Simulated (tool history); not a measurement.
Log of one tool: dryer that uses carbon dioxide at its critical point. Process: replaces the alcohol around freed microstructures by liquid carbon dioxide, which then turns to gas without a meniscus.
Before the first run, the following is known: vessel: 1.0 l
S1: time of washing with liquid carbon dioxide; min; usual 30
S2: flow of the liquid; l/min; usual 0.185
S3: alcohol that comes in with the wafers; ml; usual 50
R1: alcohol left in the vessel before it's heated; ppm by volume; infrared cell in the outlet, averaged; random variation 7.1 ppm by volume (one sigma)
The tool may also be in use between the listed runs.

{"run": 1, "hour": 0.0, "S1": 30, "S2": 0.185, "S3": 50, "R1": 484}
{"run": 2, "hour": 39.7, "S1": 19, "S2": 0.185, "S3": 50, "R1": 2410}
{"run": 3, "hour": 66.2, "S1": 19, "S2": 0.185, "S3": 50, "R1": 2445}
{"run": 4, "hour": 106.0, "S1": 19, "S2": 0.185, "S3": 50, "R1": 2481}
{"run": 5, "hour": 149.4, "S1": 19, "S2": 0.185, "S3": 50, "R1": 2560}
{"run": 6, "hour": 185.0, "S1": 19, "S2": 0.185, "S3": 50, "R1": 2552}
{"run": 7, "hour": 208.7, "S1": 30, "S2": 0.185, "S3": 50, "R1": 546}
{"run": 8, "hour": 247.5, "S1": 30, "S2": 0.185, "S3": 50, "R1": 549}
{"run": 9, "hour": 274.7, "S1": 30, "S2": 0.185, "S3": 50, "R1": 532}
{"run": 10, "hour": 297.1, "S1": 38, "S2": 0.238, "S3": 105, "R1": 152}
{"run": 11, "hour": 316.4, "S1": 33, "S2": 0.126, "S3": 74, "R1": 2466}
{"run": 12, "hour": 344.0, "S1": 18, "S2": 0.112, "S3": 102, "R1": 19871}
{"hour": 381.8, "done": "purifier's bed changed"}
{"run": 13, "hour": 382.6, "S1": 30, "S2": 0.196, "S3": 50, "R1": 358}
{"run": 14, "hour": 402.9, "S1": 19, "S2": 0.196, "S3": 39, "R1": 1695}
{"run": 15, "hour": 428.2, "S1": 19, "S2": 0.145, "S3": 50, "R1": 5326}
{"run": 16, "hour": 462.0, "S1": 42, "S2": 0.303, "S3": 50, "R1": 7}
{"run": 17, "hour": 499.6, "S1": 42, "S2": 0.303, "S3": 50, "R1": 9}
{"run": 18, "hour": 518.3, "S1": 41, "S2": 0.185, "S3": 72, "R1": 147}

Branching from run 18: 5 alternative next runs. What would each branch give?
{"run": "A", "hour": 541.6, "S1": 32, "S2": 0.184, "S3": 48, "R1": "?"}
{"run": "B", "hour": 541.6, "S1": 41, "S2": 0.185, "S3": 69, "R1": "?"}
{"run": "C", "hour": 541.6, "S1": 30, "S2": 0.256, "S3": 50, "R1": "?"}
{"run": "D", "hour": 541.6, "S1": 33, "S2": 0.121, "S3": 63, "R1": "?"}
{"run": "E", "hour": 541.6, "S1": 21, "S2": 0.114, "S3": 35, "R1": "?"}

run=A R1=385
run=B R1=152
run=C R1=93
run=D R1=2524
run=E R1=5088
With the hidden condition removed and each run's random variation left untouched, the same runs would have given:
run=A R1=241
run=B R1=84
run=C R1=47
run=D R1=1878
run=E R1=4264
